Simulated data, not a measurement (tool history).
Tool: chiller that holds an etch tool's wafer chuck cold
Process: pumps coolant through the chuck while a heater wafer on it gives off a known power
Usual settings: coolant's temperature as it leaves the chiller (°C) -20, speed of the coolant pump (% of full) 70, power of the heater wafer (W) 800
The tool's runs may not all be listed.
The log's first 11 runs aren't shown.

| run | hour | coolant's temperature as it leaves the chiller (°C) | speed of the coolant pump (% of full) | power of the heater wafer (W) | chuck's temperature once it has settled (°C) | how much warmer the coolant comes back (C) |
|---|---|---|---|---|---|---|
| 12 | 429.8 | -20 | 62 | 800 | -7.2 | 2.90 |
| 13 | 472.8 | -20 | 70 | 800 | -8.4 | 2.57 |
| 14 | 516.7 | -18 | 70 | 800 | -6.3 | 2.58 |
| 15 | 553.4 | -20 | 86 | 800 | -10.3 | 2.07 |
| 16 | 575.6 | -20 | 79 | 800 | -9.4 | 2.29 |
| 17 | 608.6 | -20 | 81 | 418 | -14.7 | 1.17 |
| 18 | 659.6 | -29 | 74 | 800 | -17.8 | 2.45 |
| 19 | 685.3 | -16 | 63 | 1084 | 1.4 | 3.88 |
| 20 | 724.2 | -16 | 63 | 846 | -2.4 | 3.03 |
| 21 | 774.8 | -15 | 63 | 846 | -1.4 | 3.04 |
| 22 | 828.6 | -20 | 69 | 800 | -8.2 | 2.62 |
| 23 | 872.7 | -22 | 69 | 1118 | -5.2 | 3.67 |
| 24 | 900.0 | -17 | 82 | 800 | -6.5 | 2.22 |
| 25 | 929.6 | -10 | 83 | 800 | 0.2 | 2.20 |
| 26 | 967.2 | -10 | 83 | 501 | -3.6 | 1.37 |
| 27 | 998.0 | -21 | 73 | 677 | -11.4 | 2.10 |
| 28 | 1043.9 | -26 | 81 | 452 | -20.2 | 1.28 |
| 29 | 1086.9 | -26 | 81 | 452 | -20.1 | 1.26 |
| 30 | 1121.1 | -26 | 81 | 452 | -20.1 | 1.26 |
| 31 | 1153.5 | -28 | 70 | 979 | -13.3 | 3.18 |

5 ways to go on from here, each from the tool as it stands after run 31. What would each give?
| A | 1194.5 | -10 | 70 | 592 | ? | ? |
| B | 1194.5 | -28 | 68 | 979 | ? | ? |
| C | 1194.5 | -20 | 93 | 467 | ? | ? |
| D | 1194.5 | -11 | 70 | 979 | ? | ? |
| E | 1194.5 | -17 | 93 | 1037 | ? | ? |

| run | chuck's temperature once it has settled (°C) | how much warmer the coolant comes back (C) |
|---|---|---|
| A | -1.3 | 1.92 |
| B | -13.1 | 3.31 |
| C | -14.5 | 1.15 |
| D | 3.7 | 3.18 |
| E | -4.6 | 2.53 |
Without the tool's hidden state the same runs would have given:
| run | chuck's temperature once it has settled (°C) | how much warmer the coolant comes back (C) |
|---|---|---|
| A | -2.5 | 1.86 |
| B | -15.2 | 3.20 |
| C | -15.2 | 1.11 |
| D | 1.7 | 3.07 |
| E | -6.3 | 2.44 |
